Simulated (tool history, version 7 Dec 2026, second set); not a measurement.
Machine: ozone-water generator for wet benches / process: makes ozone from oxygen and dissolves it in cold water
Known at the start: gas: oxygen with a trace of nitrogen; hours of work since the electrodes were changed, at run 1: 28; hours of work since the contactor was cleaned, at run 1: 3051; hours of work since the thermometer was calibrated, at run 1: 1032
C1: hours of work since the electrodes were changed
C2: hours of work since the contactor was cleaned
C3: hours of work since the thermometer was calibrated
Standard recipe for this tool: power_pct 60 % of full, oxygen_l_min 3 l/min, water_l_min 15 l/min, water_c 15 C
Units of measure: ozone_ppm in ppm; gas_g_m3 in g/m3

Run 1, hour 0: usual settings; C1 28; C2 3051; C3 1032. Result: ozone_ppm 15.9 ppm, gas_g_m3 149.5 g/m3.
Run 2, hour 162.7: usual settings but power_pct 43 % of full; C1 168; C2 3191; C3 1172. Result: ozone_ppm 13.1 ppm, gas_g_m3 122.2 g/m3.
Run 3, hour 358.2: usual settings but power_pct 43 % of full; C1 336; C2 3359; C3 1340. Result: ozone_ppm 13.2 ppm, gas_g_m3 123.8 g/m3.
Run 4, hour 476.3: usual settings but power_pct 43 % of full; C1 437; C2 3461; C3 1442. Result: ozone_ppm 13 ppm, gas_g_m3 123 g/m3.
Run 5, hour 682.1: usual settings but water_c 10 C; C1 614; C2 3637; C3 1619. Result: ozone_ppm 16.3 ppm, gas_g_m3 146.6 g/m3.
Run 6, hour 862.2: usual settings but water_c 10 C; C1 769; C2 3792; C3 1773. Result: ozone_ppm 16.3 ppm, gas_g_m3 145.9 g/m3.
Run 7, hour 1050.8: usual settings but water_c 10 C; C1 931; C2 3955; C3 1936. Result: ozone_ppm 16.2 ppm, gas_g_m3 145.5 g/m3.
Run 8, hour 1258.5: usual settings but water_c 10 C; C1 1110; C2 4133; C3 2114. Result: ozone_ppm 16.1 ppm, gas_g_m3 145.7 g/m3.
Run 9, hour 1454.4: usual settings but water_c 10 C; C1 1278; C2 4302; C3 2283. Result: ozone_ppm 15.8 ppm, gas_g_m3 144.1 g/m3.
Run 10, hour 1645.5: usual settings but water_c 10 C; C1 1443; C2 4466; C3 2447. Result: ozone_ppm 15.9 ppm, gas_g_m3 142.4 g/m3.
Run 11, hour 1827.5: usual settings but water_c 10 C; C1 1599; C2 4622; C3 2603. Result: ozone_ppm 15.8 ppm, gas_g_m3 142.9 g/m3.
Run 12, hour 1975.7: usual settings but power_pct 55 % of full, oxygen_l_min 3.53 l/min, water_l_min 11 l/min, water_c 17 C; C1 1726; C2 4750; C3 2731. Result: ozone_ppm 17.6 ppm, gas_g_m3 127.4 g/m3.
Run 13, hour 2145.7: usual settings but power_pct 46 % of full, oxygen_l_min 2.45 l/min; C1 1873; C2 4896; C3 2877. Result: ozone_ppm 12.1 ppm, gas_g_m3 131.3 g/m3.
At hour 2163.2: contactor cleaned.
Run 14, hour 2352.3: usual settings but power_pct 46 % of full, oxygen_l_min 2.45 l/min; C1 2047; C2 163; C3 3051. Result: ozone_ppm 11.7 ppm, gas_g_m3 132 g/m3.
Run 15, hour 2551.3: usual settings but power_pct 46 % of full, oxygen_l_min 2.45 l/min; C1 2218; C2 334; C3 3222. Result: ozone_ppm 11.4 ppm, gas_g_m3 130.9 g/m3.
Run 16, hour 2705: usual settings but water_c 7 C; C1 2350; C2 466; C3 3355. Result: ozone_ppm 15.2 ppm, gas_g_m3 137.9 g/m3.
At hour 2766.2: contactor cleaned, once more.
Run 17, hour 2873.4: usual settings but water_c 7 C; C1 2491; C2 92; C3 3496. Result: ozone_ppm 16.7 ppm, gas_g_m3 138.4 g/m3.
Run 18, hour 3083.9: usual settings but water_c 7 C; C1 2672; C2 273; C3 3677. Result: ozone_ppm 16.5 ppm, gas_g_m3 136.2 g/m3.
At hour 3124.9: water thermometer calibrated.
Run 19, hour 3237: usual settings but oxygen_l_min 3.94 l/min, water_c 7 C; C1 2804; C2 404; C3 96. Result: ozone_ppm 17.9 ppm, gas_g_m3 122.5 g/m3.

The logged runs with the hidden state left out (each run's random variation unchanged):
What the log doesn't record here: yield of the discharge, % of new electrodes'; contactor's efficiency, % of a clean one's; true water temperature over the reading, C; drift of the gauge itself on ozone_ppm, %; drift of the gauge itself on gas_g_m3, %.
run  ozone_ppm  gas_g_m3
  1       16.4     149.6
  2       13.6     122.6
  3       13.7     124.8
  4       13.6     124.3
  5       17.3     149.5
  6       17.4     149.5
  7       17.4     149.8
  8       17.4     150.9
  9       17.2     150.1
 10       17.4     149.2
 11       17.5     150.4
 12       19.4     134.4
 13       13.4     138.3
 14       13.5     139.6
 15       13.4     139.2
 16       18.1       149
 17       18.2     150.3
 18       18.1     148.8
 19       19.7     134.4
